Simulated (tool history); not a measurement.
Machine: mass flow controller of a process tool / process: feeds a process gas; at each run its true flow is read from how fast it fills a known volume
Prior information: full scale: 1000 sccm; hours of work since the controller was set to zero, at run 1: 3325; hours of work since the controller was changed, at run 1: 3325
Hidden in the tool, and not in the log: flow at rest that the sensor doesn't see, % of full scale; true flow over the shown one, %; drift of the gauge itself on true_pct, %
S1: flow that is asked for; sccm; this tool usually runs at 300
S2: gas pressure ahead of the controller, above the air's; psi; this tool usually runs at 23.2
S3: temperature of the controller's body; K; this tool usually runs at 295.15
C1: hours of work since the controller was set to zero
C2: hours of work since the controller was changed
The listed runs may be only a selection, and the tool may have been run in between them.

run 1 hour=0.0 | S1=300 S2=23.2 S3=295.15 | C1=3325 C2=3325 | true_flow_(%)=98.13
run 2 hour=127.8 | S1=300 S2=23.2 S3=295.15 | C1=3405 C2=3405 | true_flow_(%)=97.95
run 3 hour=201.3 | S1=300 S2=22.2 S3=295.15 | C1=3451 C2=3451 | true_flow_(%)=98.05
run 4 hour=323.1 | S1=300 S2=22.2 S3=295.15 | C1=3527 C2=3527 | true_flow_(%)=98.09
run 5 hour=434.6 | S1=286 S2=22.2 S3=295.15 | C1=3597 C2=3597 | true_flow_(%)=98.08
run 6 hour=602.0 | S1=286 S2=22.2 S3=295.15 | C1=3702 C2=3702 | true_flow_(%)=98.11
run 7 hour=688.7 | S1=286 S2=31.5 S3=295.15 | C1=3756 C2=3756 | true_flow_(%)=98.18
run 8 hour=841.5 | S1=300 S2=23.2 S3=295.15 | C1=3851 C2=3851 | true_flow_(%)=98.04
run 9 hour=988.9 | S1=300 S2=38.0 S3=295.15 | C1=3943 C2=3943 | true_flow_(%)=98.39
run 10 hour=1077.3 | S1=300 S2=38.0 S3=295.15 | C1=3999 C2=3999 | true_flow_(%)=98.41
run 11 hour=1185.4 | S1=300 S2=23.2 S3=303.15 | C1=4066 C2=4066 | true_flow_(%)=98.76
run 12 hour=1289.7 | S1=300 S2=23.2 S3=303.15 | C1=4131 C2=4131 | true_flow_(%)=98.70
run 13 hour=1432.9 | S1=300 S2=23.2 S3=303.15 | C1=4221 C2=4221 | true_flow_(%)=98.78
run 14 hour=1512.1 | S1=300 S2=23.2 S3=303.15 | C1=4270 C2=4270 | true_flow_(%)=98.63
run 15 hour=1662.8 | S1=300 S2=23.2 S3=308.15 | C1=4364 C2=4364 | true_flow_(%)=99.07
run 16 hour=1779.0 | S1=300 S2=23.2 S3=308.15 | C1=4437 C2=4437 | true_flow_(%)=99.13
run 17 hour=1922.3 | S1=300 S2=23.2 S3=308.15 | C1=4527 C2=4527 | true_flow_(%)=99.06
run 18 hour=2009.9 | S1=300 S2=23.2 S3=308.15 | C1=4581 C2=4581 | true_flow_(%)=99.09
run 19 hour=2170.5 | S1=300 S2=23.2 S3=295.15 | C1=4682 C2=4682 | true_flow_(%)=98.11
run 20 hour=2339.9 | S1=300 S2=23.2 S3=295.15 | C1=4787 C2=4787 | true_flow_(%)=98.12
run 21 hour=2516.6 | S1=300 S2=23.2 S3=295.15 | C1=4898 C2=4898 | true_flow_(%)=98.22
run 22 hour=2674.5 | S1=300 S2=23.2 S3=295.15 | C1=4996 C2=4996 | true_flow_(%)=98.02
run 23 hour=2812.7 | S1=300 S2=23.2 S3=306.15 | C1=5083 C2=5083 | true_flow_(%)=98.96
run 24 hour=2901.3 | S1=456 S2=23.2 S3=295.15 | C1=5138 C2=5138 | true_flow_(%)=98.50
run 25 hour=3002.6 | S1=984 S2=21.8 S3=306.15 | C1=5202 C2=5202 | true_flow_(%)=100.43
run 26 hour=3109.1 | S1=224 S2=26.0 S3=306.15 | C1=5268 C2=5268 | true_flow_(%)=98.77
run 27 hour=3234.8 | S1=751 S2=36.8 S3=313.15 | C1=5347 C2=5347 | true_flow_(%)=100.61
run 28 hour=3365.8 | S1=751 S2=24.5 S3=295.15 | C1=5428 C2=5428 | true_flow_(%)=99.15
run 29 hour=3539.6 | S1=300 S2=39.5 S3=295.15 | C1=5537 C2=5537 | true_flow_(%)=98.40
run 30 hour=3658.8 | S1=396 S2=23.2 S3=298.15 | C1=5612 C2=5612 | true_flow_(%)=98.56
run 31 hour=3770.1 | S1=499 S2=23.2 S3=298.15 | C1=5681 C2=5681 | true_flow_(%)=98.79
run 32 hour=3916.1 | S1=300 S2=27.1 S3=306.15 | C1=5772 C2=5772 | true_flow_(%)=99.04
run 33 hour=4030.3 | S1=300 S2=27.1 S3=306.15 | C1=5844 C2=5844 | true_flow_(%)=99.03
run 34 hour=4118.5 | S1=811 S2=27.1 S3=307.15 | C1=5899 C2=5899 | true_flow_(%)=100.17
run 35 hour=4224.8 | S1=356 S2=35.0 S3=294.15 | C1=5965 C2=5965 | true_flow_(%)=98.26
run 36 hour=4329.0 | S1=114 S2=35.0 S3=294.15 | C1=6030 C2=6030 | true_flow_(%)=97.83
run 37 hour=4433.0 | S1=535 S2=37.3 S3=308.15 | C1=6095 C2=6095 | true_flow_(%)=99.84
run 38 hour=4558.7 | S1=305 S2=40.0 S3=293.15 | C1=6174 C2=6174 | true_flow_(%)=98.29
run 39 hour=4670.9 | S1=932 S2=36.7 S3=293.15 | C1=6244 C2=6244 | true_flow_(%)=99.54
run 40 hour=4744.5 | S1=932 S2=36.7 S3=293.15 | C1=6290 C2=6290 | true_flow_(%)=99.56
run 41 hour=4879.1 | S1=533 S2=23.2 S3=297.15 | C1=6374 C2=6374 | true_flow_(%)=98.71
run 42 hour=5053.5 | S1=106 S2=23.2 S3=294.15 | C1=6483 C2=6483 | true_flow_(%)=97.63
run 43 hour=5192.2 | S1=300 S2=26.0 S3=295.15 | C1=6570 C2=6570 | true_flow_(%)=98.12
run 44 hour=5368.8 | S1=117 S2=23.2 S3=295.15 | C1=6680 C2=6680 | true_flow_(%)=97.73
run 45 hour=5541.0 | S1=960 S2=38.7 S3=298.15 | C1=6788 C2=6788 | true_flow_(%)=100.05

3 ways to go on from here, each from the tool as it stands after run 45. What would each give?
run A hour=5708.8 | S1=960 S2=36.0 S3=298.15 | C1=6892 C2=6892 | true_flow_(%)=?
run B hour=5708.8 | S1=440 S2=20.3 S3=306.15 | C1=6892 C2=6892 | true_flow_(%)=?
run C hour=5708.8 | S1=105 S2=27.8 S3=298.15 | C1=6892 C2=6892 | true_flow_(%)=?

run=A true_flow_(%)=99.95
run=B true_flow_(%)=99.13
run=C true_flow_(%)=97.97
With the hidden condition removed and each run's random variation left untouched, the same runs would have given:
run=A true_flow_(%)=99.96
run=B true_flow_(%)=99.13
run=C true_flow_(%)=97.92
